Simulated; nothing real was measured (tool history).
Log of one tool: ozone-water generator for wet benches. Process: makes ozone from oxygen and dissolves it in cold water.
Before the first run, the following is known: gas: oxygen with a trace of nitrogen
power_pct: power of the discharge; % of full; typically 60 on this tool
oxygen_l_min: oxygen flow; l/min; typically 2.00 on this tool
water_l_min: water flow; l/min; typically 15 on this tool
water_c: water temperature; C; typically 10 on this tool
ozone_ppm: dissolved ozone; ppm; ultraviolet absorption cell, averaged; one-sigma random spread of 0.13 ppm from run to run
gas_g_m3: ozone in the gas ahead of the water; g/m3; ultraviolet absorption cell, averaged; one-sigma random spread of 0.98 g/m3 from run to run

run    hour  power_pct  oxygen_l_min  water_l_min  water_c  ozone_ppm  gas_g_m3
  1     0.0         60          2.00           15       10       13.7     168.4
  2    78.6         60          2.00           15       10       13.9     168.0
  3   168.3         60          2.00           21       10       10.2     167.8
  4   265.7         60          2.00           21       10       10.1     168.2
  5   364.9         60          2.00           21       10       10.3     167.3
  6   422.4         60          2.00           21       10       10.2     168.2
  7   541.7         60          2.00           15        6       14.1     166.7
  8   656.0         60          3.00           15       10       15.3     141.4
  9   772.9         60          3.00           15       10       15.7     141.5
 10   850.9         66          2.00           15       10       14.6     179.3
 11   974.9         60          2.00           15       10       13.7     167.8
 12  1065.9         60          2.00           15        9       13.8     167.8
 13  1135.7         45          2.00           15        9       11.2     137.9
 14  1193.5         59          2.00           15       11       13.3     166.7
 15  1262.6         59          2.00           15       11       13.4     166.0
 16  1353.2         84          2.00           13       11       19.4     213.3
 17  1485.8         69          2.08           12       11       18.5     182.4
 18  1549.3         91          1.16           15       13       14.6     283.3
 19  1657.8         91          1.16           15       13       14.7     283.3
 20  1785.8         69          1.39            9        7       21.2     216.7
 21  1908.7         69          1.39            9        7       21.6     215.0
 22  2012.6         69          2.88           17        6       15.9     159.5
 23  2093.9         69          2.88           17        6       15.7     159.2
 24  2227.3         90          1.01           15       10       13.8     297.7
 25  2283.5         60          2.72           22       10       10.9     148.5
 26  2407.5         60          2.72           22       10       10.7     147.3

5 ways to go on from here, each from the tool as it stands after run 26. What would each give?
  A  2471.4         60          3.24           22       10          ?         ?
  B  2471.4         60          2.72           22        6          ?         ?
  C  2471.4         48          2.02           15        7          ?         ?
  D  2471.4         60          2.15           17       13          ?         ?
  E  2471.4         60          1.74           15       10          ?         ?

run  ozone_ppm  gas_g_m3
  A       11.5     139.1
  B       11.1     147.9
  C       12.1     141.5
  D       12.2     164.3
  E       12.9     178.8
With the hidden condition removed and each run's random variation left untouched, the same runs would have given:
run  ozone_ppm  gas_g_m3
  A       11.5     139.2
  B       11.1     148.0
  C       12.1     141.6
  D       12.3     164.4
  E       12.9     178.9
